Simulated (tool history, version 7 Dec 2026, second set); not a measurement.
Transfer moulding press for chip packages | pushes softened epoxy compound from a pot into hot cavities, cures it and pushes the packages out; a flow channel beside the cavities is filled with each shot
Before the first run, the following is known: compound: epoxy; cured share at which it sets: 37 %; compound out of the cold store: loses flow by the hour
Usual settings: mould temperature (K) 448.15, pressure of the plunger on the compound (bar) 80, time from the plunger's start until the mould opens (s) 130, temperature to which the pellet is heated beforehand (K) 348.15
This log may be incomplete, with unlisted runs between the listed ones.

run,hour,mould temperature (K),pressure of the plunger on the compound (bar),time from the plunger's start until the mould opens (s),temperature to which the pellet is heated beforehand (K),incoming compound's hours out of the cold store,length that the compound runs in the flow channel (mm),greatest force on the pins that push the packages out (N)
1,0,448.15,80,130,348.15,44.7,751,360
2,7.6,448.15,80,130,348.15,10.9,859,351
3,15.9,448.15,80,130,348.15,24.7,818,388
4,23,448.15,80,130,348.15,37,776,383
5,32.1,448.15,80,130,348.15,31.5,780,395
6,38,448.15,80,130,348.15,37.6,764,271
7,41.9,448.15,80,130,348.15,26.1,803,291
8,47,448.15,80,130,348.15,26.5,802,308
9,51.2,448.15,80,156,348.15,32.4,779,288
10,58,448.15,80,156,348.15,13.4,838,303
11,65.3,448.15,80,130,348.15,21.1,813,321
12,74.6,451.15,80,130,348.15,21,804,326
13,80.5,451.15,80,130,348.15,39.4,755,333
14,85.5,451.15,80,130,348.15,25.9,790,323
15,91.7,451.15,80,130,348.15,43.6,743,337
16,101.1,451.15,80,162,348.15,45.7,726,261
17,108.6,448.15,71.5,130,348.15,25.5,758,296
18,114.2,448.15,71.5,130,348.15,29.5,739,298
19,120.3,448.15,71.5,130,348.15,13.4,784,309
20,126.6,450.15,80,130,343.15,15.9,819,311
21,136,448.15,80,130,338.15,41.8,747,340
22,145.2,446.15,80,143,347.15,42.7,741,344
23,149.5,453.15,80,143,347.15,24.7,776,324
24,158.2,442.15,80,121,348.15,14.2,852,501
25,165.3,442.15,80,121,348.15,31.5,782,371
26,171.6,442.15,80,121,348.15,9.2,856,398
27,179.6,442.15,80,130,348.15,44.6,749,363
28,185,442.15,80,130,348.15,23.9,804,377

Not shown: 4 entries that the log had between the listed runs. Between which runs, and how does the tool's hidden state differ before and after?
Runs 2 to 3: cavities cleaned with cleaning compound and waxed (hour 11.7)
  pressure that reaches the compound, % of what is set: 99.61 -> 99.37; grip of the stained cavities, % over clean ones': 31 -> 38.2
  measured less the result without the state, length that the compound runs in the flow channel (mm): -3 -> -3; greatest force on the pins that push the packages out (N): +81 -> +107
Runs 5 to 6: cavities cleaned with cleaning compound and waxed, once more (hour 36.9)
  pressure that reaches the compound, % of what is set: 98.82 -> 98.64; grip of the stained cavities, % over clean ones': 41.1 -> 2
  measured less the result without the state, length that the compound runs in the flow channel (mm): -5 -> -6; greatest force on the pins that push the packages out (N): +113 -> +5
Runs 15 to 16: cavities cleaned with cleaning compound and waxed (hour 101.1)
  true mould temperature over the reading, C: 0.36 -> 0.37; pressure that reaches the compound, % of what is set: 96.73 -> 96.45; grip of the stained cavities, % over clean ones': 29.8 -> 1
  measured less the result without the state, length that the compound runs in the flow channel (mm): -14 -> -15; greatest force on the pins that push the packages out (N): +75 -> +3
Runs 24 to 25: cavities cleaned with cleaning compound and waxed (hour 165.2)
  pressure that reaches the compound, % of what is set: 94.33 -> 94.13; grip of the stained cavities, % over clean ones': 30.4 -> 1.4
  measured less the result without the state, length that the compound runs in the flow channel (mm): -26 -> -25; greatest force on the pins that push the packages out (N): +105 -> -5

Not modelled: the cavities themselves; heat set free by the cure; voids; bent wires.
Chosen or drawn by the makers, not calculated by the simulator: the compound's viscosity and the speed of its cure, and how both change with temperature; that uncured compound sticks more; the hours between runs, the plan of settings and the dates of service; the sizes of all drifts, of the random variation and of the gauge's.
